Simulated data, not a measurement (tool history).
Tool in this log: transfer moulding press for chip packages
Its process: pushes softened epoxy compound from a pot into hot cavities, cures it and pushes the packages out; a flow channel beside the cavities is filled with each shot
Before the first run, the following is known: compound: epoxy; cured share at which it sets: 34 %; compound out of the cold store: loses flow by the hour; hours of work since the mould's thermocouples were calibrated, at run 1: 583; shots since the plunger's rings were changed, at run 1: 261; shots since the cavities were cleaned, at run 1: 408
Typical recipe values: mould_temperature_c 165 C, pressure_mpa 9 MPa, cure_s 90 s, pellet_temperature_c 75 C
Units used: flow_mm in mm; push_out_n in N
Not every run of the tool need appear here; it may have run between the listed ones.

run   hour  mould_temperature_c  pressure_mpa  cure_s  pellet_temperature_c  hours of work since the mould's thermocouples were calibrated  shots since the plunger's rings were changed  shots since the cavities were cleaned  incoming compound's hours out of the cold store  flow_mm  push_out_n
  1      0                  165             9      90                    75                                                            583                                           261                                    408                                             45.4      483         408
      24.3  -- cavities cleaned with cleaning compound and waxed
  2     35                  165             9      90                    75                                                            600                                           561                                     96                                             27.7      498         344
  3   52.2                  165             9      90                    75                                                            609                                           714                                    249                                             12.9      519         397
        93  -- cavities cleaned with cleaning compound and waxed
  4   93.9                  165             9      90                    75                                                            629                                          1074                                      9                                             38.8      483         318
  5  130.6                  165             9      90                    75                                                            647                                          1402                                    337                                             24.7      497         401
     161.2  -- cavities cleaned with cleaning compound and waxed
  6  167.5                  165             9      90                    75                                                            665                                          1718                                     56                                              9.7      511         335
  7  192.5                  165             9      90                    80                                                            678                                          1942                                    280                                               43      472         382
  8  222.5                  165             9      90                    75                                                            693                                          2210                                    548                                             27.8      487         437
     229.1  -- cavities cleaned with cleaning compound and waxed
  9  264.3                  165             9     123                    75                                                            713                                          2570                                    314                                             36.5      475         309
     296.9  -- cavities cleaned with cleaning compound and waxed
 10  296.9                  165             9     123                    75                                                            729                                          2848                                      0                                               36      472         244
 11  336.4                  168             9      90                    75                                                            749                                          3201                                    353                                             34.4      468         351
     364.9  -- cavities cleaned with cleaning compound and waxed
 12  375.9                  165             9      90                    70                                                            768                                          3541                                     98                                             47.7      457         362
 13  405.8                  165             9      90                    75                                                            783                                          3808                                    365                                               39      463         415
     424.1  -- mould's thermocouples calibrated
     429.1  -- plunger's sealing rings changed
     437.2  -- cavities cleaned with cleaning compound and waxed
 14  451.4                  169             9      90                    75                                                             12                                           186                                    127                                             46.6      470         310
 15  473.5                  169             9     114                    81                                                             23                                           384                                    325                                             10.5      517         297
     506.2  -- cavities cleaned with cleaning compound and waxed
 16  507.9                  165          7.55     114                    79                                                             40                                           678                                     15                                             20.1      464         269
 17  533.1                  165             9      90                    72                                                             52                                           902                                    239                                             12.6      518         404
 18  570.8                  165          7.92     125                    72                                                             71                                          1240                                    577                                             15.8      474         344
     575.6  -- cavities cleaned with cleaning compound and waxed
 19  611.2                  170          7.92      73                    72                                                             91                                          1588                                    319                                             13.2      464         498
     623.5  -- mould's thermocouples calibrated, once more
 20  640.1                  172          7.49      82                    75                                                              8                                          1828                                    559                                             36.2      420         360
     645.5  -- cavities cleaned with cleaning compound and waxed
 21  676.6                  165             9      90                    75                                                             26                                          2141                                    278                                               11      500         352
 22  698.1                  167         10.26     114                    80                                                             37                                          2334                                    471                                             29.3      502         328
     715.1  -- cavities cleaned with cleaning compound and waxed
 23  720.4                  167         10.26     114                    80                                                             47                                          2520                                     48                                             36.2      498         256
 24  757.5                  167         10.26     114                    80                                                             66                                          2851                                    379                                             18.7      514         318
     784.3  -- cavities cleaned with cleaning compound and waxed
 25  796.3                  167         10.26     114                    80                                                             85                                          3185                                    108                                             47.5      480         266
 26  814.6                  167         10.26     114                    80                                                             94                                          3348                                    271                                              9.7      519         299
 27  838.7                  167         10.06     114                    80                                                            106                                          3564                                    487                                             28.9      488         331
     854.2  -- cavities cleaned with cleaning compound and waxed
 28  860.7                  167         10.06     114                    78                                                            117                                          3747                                     58                                             41.4      478         249

Alternative continuations, all from the tool just after run 28; predict every row:
  A  880.1                  165             9     119                    75                                                            127                                          3920                                    231                                             21.9        ?           ?
  B  880.1                  167         10.06     114                    80                                                            127                                          3920                                    231                                             46.3        ?           ?
  C  880.1                  162          7.73     100                    78                                                            127                                          3920                                    231                                             46.6        ?           ?

run  flow_mm  push_out_n
  A      470         291
  B      467         286
  C      418         335
Without the tool's hidden state the same runs would have given:
run  flow_mm  push_out_n
  A      506         241
  B      503         236
  C      450         277
